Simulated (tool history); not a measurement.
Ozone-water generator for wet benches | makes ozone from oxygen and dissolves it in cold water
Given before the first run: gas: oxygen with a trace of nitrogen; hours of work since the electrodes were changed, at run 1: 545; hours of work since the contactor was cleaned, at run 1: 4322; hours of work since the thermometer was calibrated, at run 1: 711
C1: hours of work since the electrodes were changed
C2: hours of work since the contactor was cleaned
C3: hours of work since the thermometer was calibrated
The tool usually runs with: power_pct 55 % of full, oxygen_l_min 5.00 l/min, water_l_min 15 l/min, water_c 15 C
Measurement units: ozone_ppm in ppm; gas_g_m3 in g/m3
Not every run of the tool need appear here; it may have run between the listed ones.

Run 1, day 0.000: usual settings; C1 545; C2 4322; C3 711. Result: ozone_ppm 19.5 ppm, gas_g_m3 154.7 g/m3.
Run 2, day 1.479: usual settings; C1 572; C2 4349; C3 739. Result: ozone_ppm 19.5 ppm, gas_g_m3 154.4 g/m3.
Run 3, day 2.521: usual settings but oxygen_l_min 7.85 l/min; C1 591; C2 4368; C3 758. Result: ozone_ppm 18.3 ppm, gas_g_m3 121.5 g/m3.
Run 4, day 3.229: usual settings; C1 604; C2 4381; C3 771. Result: ozone_ppm 19.7 ppm, gas_g_m3 156.7 g/m3.
Run 5, day 3.867: usual settings but power_pct 59 % of full; C1 616; C2 4393; C3 782. Result: ozone_ppm 20.3 ppm, gas_g_m3 160.5 g/m3.
Run 6, day 5.008: usual settings but water_c 19 C; C1 637; C2 4414; C3 803. Result: ozone_ppm 18.2 ppm, gas_g_m3 156.5 g/m3.
Run 7, day 5.679: usual settings but water_c 19 C; C1 649; C2 4426; C3 816. Result: ozone_ppm 18.2 ppm, gas_g_m3 155.2 g/m3.
Run 8, day 7.079: usual settings but oxygen_l_min 5.42 l/min; C1 675; C2 4452; C3 841. Result: ozone_ppm 19.4 ppm, gas_g_m3 148.8 g/m3.
Run 9, day 8.383: usual settings but oxygen_l_min 5.42 l/min; C1 699; C2 4476; C3 865. Result: ozone_ppm 19.3 ppm, gas_g_m3 147.9 g/m3.
Run 10, day 9.821: usual settings but oxygen_l_min 5.42 l/min; C1 725; C2 4502; C3 892. Result: ozone_ppm 19.0 ppm, gas_g_m3 147.2 g/m3.
Run 11, day 11.038: usual settings but water_l_min 19 l/min; C1 747; C2 4524; C3 914. Result: ozone_ppm 16.1 ppm, gas_g_m3 156.6 g/m3.
Run 12, day 11.721: usual settings but water_l_min 19 l/min; C1 760; C2 4537; C3 927. Result: ozone_ppm 16.0 ppm, gas_g_m3 155.6 g/m3.
Run 13, day 13.008: usual settings but water_l_min 19 l/min; C1 784; C2 4561; C3 950. Result: ozone_ppm 16.2 ppm, gas_g_m3 154.2 g/m3.
Run 14, day 14.521: usual settings but water_l_min 19 l/min; C1 811; C2 4588; C3 978. Result: ozone_ppm 16.3 ppm, gas_g_m3 155.1 g/m3.
Run 15, day 15.483: usual settings but water_l_min 19 l/min; C1 829; C2 4606; C3 996. Result: ozone_ppm 16.4 ppm, gas_g_m3 155.1 g/m3.
Run 16, day 16.912: usual settings but water_l_min 19 l/min; C1 855; C2 4632; C3 1022. Result: ozone_ppm 16.1 ppm, gas_g_m3 153.5 g/m3.
Run 17, day 17.725: usual settings but water_l_min 19 l/min; C1 870; C2 4647; C3 1037. Result: ozone_ppm 16.1 ppm, gas_g_m3 155.3 g/m3.
Run 18, day 18.704: usual settings but water_l_min 19 l/min; C1 888; C2 4665; C3 1055. Result: ozone_ppm 16.3 ppm, gas_g_m3 156.1 g/m3.

What does the tool deliver on the next run?
Run 19, day 20.204: usual settings but power_pct 57 % of full, oxygen_l_min 7.36 l/min, water_l_min 12 l/min, water_c 8 C; C1 916; C2 4693; C3 1082. Result: ozone_ppm ?, gas_g_m3 ?.

For run 19 the tool returned ozone_ppm 25.1 ppm, gas_g_m3 124.8 g/m3.
Minus the tool's unlogged condition, the same run would have read ozone_ppm 25.9 ppm, gas_g_m3 126.7 g/m3.
